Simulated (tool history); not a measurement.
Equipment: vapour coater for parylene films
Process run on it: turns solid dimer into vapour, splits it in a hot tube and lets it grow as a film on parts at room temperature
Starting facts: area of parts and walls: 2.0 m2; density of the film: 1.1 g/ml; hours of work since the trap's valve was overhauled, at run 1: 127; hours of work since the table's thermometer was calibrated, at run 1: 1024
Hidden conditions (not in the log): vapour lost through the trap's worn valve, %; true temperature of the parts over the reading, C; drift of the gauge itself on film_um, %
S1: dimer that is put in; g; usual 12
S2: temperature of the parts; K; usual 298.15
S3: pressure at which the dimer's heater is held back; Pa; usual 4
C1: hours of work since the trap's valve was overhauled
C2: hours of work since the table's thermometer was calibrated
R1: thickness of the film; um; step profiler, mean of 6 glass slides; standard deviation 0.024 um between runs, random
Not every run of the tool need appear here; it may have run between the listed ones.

{"run": 1, "hour": 0.0, "S1": 12, "S2": 298.15, "S3": 4, "C1": 127, "C2": 1024, "R1": 3.15}
{"run": 2, "hour": 28.5, "S1": 12, "S2": 298.15, "S3": 4, "C1": 144, "C2": 1042, "R1": 3.14}
{"run": 3, "hour": 77.6, "S1": 12, "S2": 298.15, "S3": 4, "C1": 173, "C2": 1071, "R1": 3.11}
{"run": 4, "hour": 128.1, "S1": 12, "S2": 298.15, "S3": 10.67, "C1": 204, "C2": 1101, "R1": 2.86}
{"run": 5, "hour": 181.4, "S1": 12, "S2": 298.15, "S3": 10.67, "C1": 236, "C2": 1133, "R1": 2.79}
{"run": 6, "hour": 226.3, "S1": 12, "S2": 298.15, "S3": 10.28, "C1": 263, "C2": 1160, "R1": 2.81}
{"run": 7, "hour": 284.1, "S1": 12, "S2": 298.15, "S3": 10.28, "C1": 297, "C2": 1195, "R1": 2.75}
{"run": 8, "hour": 323.7, "S1": 12, "S2": 298.15, "S3": 10.28, "C1": 321, "C2": 1219, "R1": 2.79}
{"run": 9, "hour": 360.7, "S1": 12, "S2": 298.15, "S3": 10.28, "C1": 343, "C2": 1241, "R1": 2.73}
{"run": 10, "hour": 397.4, "S1": 12, "S2": 298.15, "S3": 10.28, "C1": 365, "C2": 1263, "R1": 2.75}
{"hour": 443.1, "done": "trap's valve overhauled"}
{"run": 11, "hour": 449.8, "S1": 12, "S2": 298.15, "S3": 10.28, "C1": 4, "C2": 1292, "R1": 2.67}
{"run": 12, "hour": 500.1, "S1": 9, "S2": 298.15, "S3": 10.28, "C1": 34, "C2": 1322, "R1": 1.98}
{"run": 13, "hour": 540.5, "S1": 9, "S2": 298.15, "S3": 10.28, "C1": 58, "C2": 1347, "R1": 1.98}
{"run": 14, "hour": 574.3, "S1": 12, "S2": 298.15, "S3": 4, "C1": 79, "C2": 1367, "R1": 2.92}
{"run": 15, "hour": 607.7, "S1": 12, "S2": 298.15, "S3": 4, "C1": 99, "C2": 1387, "R1": 2.92}
{"run": 16, "hour": 641.2, "S1": 12, "S2": 294.15, "S3": 4, "C1": 119, "C2": 1407, "R1": 3.13}
{"run": 17, "hour": 700.1, "S1": 12, "S2": 298.15, "S3": 4.7, "C1": 154, "C2": 1442, "R1": 2.8}
{"run": 18, "hour": 747.9, "S1": 12, "S2": 298.15, "S3": 4.67, "C1": 183, "C2": 1471, "R1": 2.82}
{"hour": 777.8, "done": "trap's valve overhauled, once more"}
{"run": 19, "hour": 777.8, "S1": 21, "S2": 297.15, "S3": 6.29, "C1": 0, "C2": 1487, "R1": 5.46}
{"run": 20, "hour": 826.1, "S1": 21, "S2": 297.15, "S3": 6.29, "C1": 29, "C2": 1516, "R1": 5.35}
{"run": 21, "hour": 850.7, "S1": 12, "S2": 298.15, "S3": 4, "C1": 44, "C2": 1530, "R1": 3.21}
{"run": 22, "hour": 878.1, "S1": 12, "S2": 298.15, "S3": 4, "C1": 60, "C2": 1547, "R1": 3.2}
{"run": 23, "hour": 917.9, "S1": 9, "S2": 298.15, "S3": 8.39, "C1": 84, "C2": 1571, "R1": 2.22}
{"run": 24, "hour": 942.5, "S1": 18, "S2": 297.15, "S3": 3.79, "C1": 99, "C2": 1586, "R1": 4.8}
{"run": 25, "hour": 991.2, "S1": 5, "S2": 304.15, "S3": 4, "C1": 128, "C2": 1615, "R1": 1.21}
{"hour": 996.0, "done": "table's thermometer calibrated"}
{"run": 26, "hour": 1042.7, "S1": 20, "S2": 298.15, "S3": 10.62, "C1": 158, "C2": 28, "R1": 4.66}
{"run": 27, "hour": 1083.6, "S1": 15, "S2": 297.15, "S3": 2.43, "C1": 183, "C2": 53, "R1": 4.19}
{"run": 28, "hour": 1130.8, "S1": 14, "S2": 307.15, "S3": 4, "C1": 211, "C2": 81, "R1": 3.12}
{"run": 29, "hour": 1183.0, "S1": 7, "S2": 298.15, "S3": 4, "C1": 243, "C2": 112, "R1": 1.78}
{"run": 30, "hour": 1211.1, "S1": 8, "S2": 298.15, "S3": 4, "C1": 260, "C2": 129, "R1": 2.03}
{"run": 31, "hour": 1265.5, "S1": 16, "S2": 298.15, "S3": 4.3, "C1": 292, "C2": 162, "R1": 3.99}
{"run": 32, "hour": 1294.0, "S1": 15, "S2": 298.15, "S3": 8.43, "C1": 309, "C2": 179, "R1": 3.47}
{"run": 33, "hour": 1337.3, "S1": 6, "S2": 298.15, "S3": 3.31, "C1": 335, "C2": 205, "R1": 1.57}
{"run": 34, "hour": 1387.3, "S1": 12, "S2": 290.15, "S3": 2.58, "C1": 365, "C2": 235, "R1": 3.55}
{"hour": 1435.0, "done": "trap's valve overhauled"}
{"run": 35, "hour": 1448.7, "S1": 12, "S2": 291.15, "S3": 6.26, "C1": 8, "C2": 269, "R1": 3.42}
{"run": 36, "hour": 1489.0, "S1": 12, "S2": 291.15, "S3": 6.26, "C1": 32, "C2": 294, "R1": 3.39}

Predict each of these 5 candidate next runs independently; none follows another, all start after run 36:
{"run": "A", "hour": 1542.5, "S1": 12, "S2": 295.15, "S3": 9.07, "C1": 65, "C2": 326, "R1": "?"}
{"run": "B", "hour": 1542.5, "S1": 12, "S2": 300.15, "S3": 4, "C1": 65, "C2": 326, "R1": "?"}
{"run": "C", "hour": 1542.5, "S1": 14, "S2": 298.15, "S3": 4, "C1": 65, "C2": 326, "R1": "?"}
{"run": "D", "hour": 1542.5, "S1": 7, "S2": 298.15, "S3": 4, "C1": 65, "C2": 326, "R1": "?"}
{"run": "E", "hour": 1542.5, "S1": 16, "S2": 291.15, "S3": 6.26, "C1": 65, "C2": 326, "R1": "?"}

run=A R1=3.02
run=B R1=3.02
run=C R1=3.67
run=D R1=1.82
run=E R1=4.51
Had the tool no hidden state, the same runs would have come out as:
run=A R1=3.05
run=B R1=3.05
run=C R1=3.7
run=D R1=1.83
run=E R1=4.55
